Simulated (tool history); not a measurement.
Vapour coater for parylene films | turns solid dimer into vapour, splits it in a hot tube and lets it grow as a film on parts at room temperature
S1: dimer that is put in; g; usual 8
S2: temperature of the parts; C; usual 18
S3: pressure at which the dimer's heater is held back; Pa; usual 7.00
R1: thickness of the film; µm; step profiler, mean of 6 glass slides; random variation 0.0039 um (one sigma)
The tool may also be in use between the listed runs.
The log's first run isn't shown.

run 2 hour=28.0 | S1=8 S2=18 S3=7.00 | R1=1.621
run 3 hour=50.0 | S1=8 S2=18 S3=7.00 | R1=1.615
run 4 hour=81.8 | S1=8 S2=18 S3=7.00 | R1=1.619
run 5 hour=99.4 | S1=8 S2=28 S3=7.00 | R1=1.012
run 6 hour=129.5 | S1=8 S2=28 S3=7.00 | R1=1.005
run 7 hour=149.8 | S1=8 S2=28 S3=7.00 | R1=1.006
run 8 hour=179.1 | S1=8 S2=28 S3=7.00 | R1=0.999
run 9 hour=202.1 | S1=8 S2=28 S3=7.00 | R1=1.002
run 10 hour=224.4 | S1=7 S2=18 S3=7.00 | R1=1.412
run 11 hour=244.1 | S1=8 S2=18 S3=7.00 | R1=1.611
run 12 hour=271.9 | S1=8 S2=18 S3=7.00 | R1=1.612
run 13 hour=288.8 | S1=8 S2=17 S3=7.00 | R1=1.691
run 14 hour=324.0 | S1=8 S2=18 S3=11.64 | R1=1.459
run 15 hour=341.8 | S1=8 S2=18 S3=11.64 | R1=1.461
-- hour=369.5 trap's valve overhauled
run 16 hour=380.2 | S1=8 S2=18 S3=11.64 | R1=1.437
run 17 hour=405.3 | S1=8 S2=18 S3=11.64 | R1=1.433
run 18 hour=433.1 | S1=8 S2=18 S3=11.64 | R1=1.430
run 19 hour=449.7 | S1=8 S2=18 S3=11.64 | R1=1.430
-- hour=470.8 trap's valve overhauled, once more
run 20 hour=470.8 | S1=8 S2=24 S3=7.00 | R1=1.273
run 21 hour=489.9 | S1=8 S2=24 S3=7.00 | R1=1.271
run 22 hour=524.1 | S1=10 S2=19 S3=2.95 | R1=2.366
run 23 hour=543.5 | S1=8 S2=18 S3=3.26 | R1=1.952

Forecast run 24:
run 24 hour=567.0 | S1=8 S2=26 S3=7.92 | R1=?

Run 24 gave R1 1.129 µm.
Without the tool's hidden state the same run would have given R1 1.086 µm.

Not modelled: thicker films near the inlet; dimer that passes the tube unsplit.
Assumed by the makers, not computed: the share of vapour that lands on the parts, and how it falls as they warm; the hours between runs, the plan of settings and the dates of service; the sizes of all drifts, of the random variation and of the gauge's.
